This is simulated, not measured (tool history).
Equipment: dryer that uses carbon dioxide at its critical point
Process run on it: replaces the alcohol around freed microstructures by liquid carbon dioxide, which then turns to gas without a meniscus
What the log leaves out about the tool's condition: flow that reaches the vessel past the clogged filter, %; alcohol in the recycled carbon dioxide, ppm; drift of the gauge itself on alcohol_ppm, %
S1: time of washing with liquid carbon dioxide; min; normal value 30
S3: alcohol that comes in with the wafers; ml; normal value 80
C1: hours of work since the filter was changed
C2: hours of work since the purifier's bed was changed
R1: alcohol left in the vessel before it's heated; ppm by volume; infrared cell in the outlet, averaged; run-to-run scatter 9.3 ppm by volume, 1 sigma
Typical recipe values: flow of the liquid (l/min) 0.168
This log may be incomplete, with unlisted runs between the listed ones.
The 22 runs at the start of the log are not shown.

Run 23, day 28.892: usual settings but S1 21 min, flow of the liquid (l/min) 0.102, S3 20 ml; C1 110; C2 540. Result: R1 2507 ppm by volume.
Run 24, day 30.321: usual settings but S1 21 min, flow of the liquid (l/min) 0.102, S3 20 ml; C1 135; C2 565. Result: R1 2575 ppm by volume.
Run 25, day 31.967: usual settings but S1 21 min, flow of the liquid (l/min) 0.102, S3 20 ml; C1 164; C2 594. Result: R1 2672 ppm by volume.
Run 26, day 33.283: usual settings but S1 21 min, flow of the liquid (l/min) 0.102, S3 20 ml; C1 187; C2 617. Result: R1 2551 ppm by volume.
Run 27, day 34.742: usual settings but flow of the liquid (l/min) 0.142; C1 212; C2 643. Result: R1 1602 ppm by volume.
Run 28, day 35.892: usual settings but flow of the liquid (l/min) 0.142; C1 232; C2 663. Result: R1 1638 ppm by volume.
Run 29, day 37.604: usual settings but flow of the liquid (l/min) 0.142; C1 263; C2 693. Result: R1 1718 ppm by volume.
Run 30, day 39.475: usual settings but flow of the liquid (l/min) 0.127, S3 43 ml; C1 295; C2 726. Result: R1 1453 ppm by volume.
Run 31, day 40.621: usual settings but flow of the liquid (l/min) 0.177, S3 117 ml; C1 316; C2 746. Result: R1 1147 ppm by volume.
Run 32, day 42.100: usual settings but flow of the liquid (l/min) 0.161, S3 54 ml; C1 342; C2 772. Result: R1 828 ppm by volume.
At day 42.408: inlet filter changed.
Run 33, day 43.833: usual settings but S1 41 min, flow of the liquid (l/min) 0.161, S3 36 ml; C1 25; C2 802. Result: R1 88 ppm by volume.
Run 34, day 45.092: usual settings but S1 41 min, flow of the liquid (l/min) 0.161, S3 36 ml; C1 47; C2 824. Result: R1 89 ppm by volume.
Run 35, day 46.325: usual settings but S1 34 min; C1 69; C2 845. Result: R1 351 ppm by volume.
Run 36, day 47.796: usual settings but S1 22 min; C1 95; C2 871. Result: R1 2309 ppm by volume.
Run 37, day 49.412: usual settings but S1 33 min, flow of the liquid (l/min) 0.104, S3 36 ml; C1 123; C2 900. Result: R1 1317 ppm by volume.
Run 38, day 50.321: usual settings but S1 37 min, flow of the liquid (l/min) 0.167, S3 55 ml; C1 139; C2 916. Result: R1 194 ppm by volume.
Run 39, day 52.171: usual settings but flow of the liquid (l/min) 0.117, S3 44 ml; C1 171; C2 948. Result: R1 1600 ppm by volume.
Run 40, day 53.342: usual settings but S1 28 min, flow of the liquid (l/min) 0.111; C1 192; C2 969. Result: R1 4244 ppm by volume.

Branching from run 40: 5 alternative next runs. What would each branch give?
At day 53.621: purifier's bed changed.
Run A, day 54.888: usual settings but S1 22 min, flow of the liquid (l/min) 0.111; C1 217; C2 22. Result: R1 ?.
At day 53.621: purifier's bed changed.
Run B, day 54.888: usual settings but S1 25 min, flow of the liquid (l/min) 0.115, S3 108 ml; C1 217; C2 22. Result: R1 ?.
At day 53.621: purifier's bed changed.
Run C, day 54.888: usual settings but flow of the liquid (l/min) 0.124; C1 217; C2 22. Result: R1 ?.
At day 53.621: purifier's bed changed.
Run D, day 54.888: usual settings but S1 28 min, flow of the liquid (l/min) 0.169; C1 217; C2 22. Result: R1 ?.
At day 53.621: purifier's bed changed.
Run E, day 54.888: usual settings but S1 26 min, flow of the liquid (l/min) 0.273; C1 217; C2 22. Result: R1 ?.

run    R1
  A  8301
  B  7391
  C  2529
  D  1030
  E   145
Stripped of hidden state, with their random variation kept, the same runs would have yielded:
run    R1
  A  6825
  B  5872
  C  1878
  D   707
  E    89
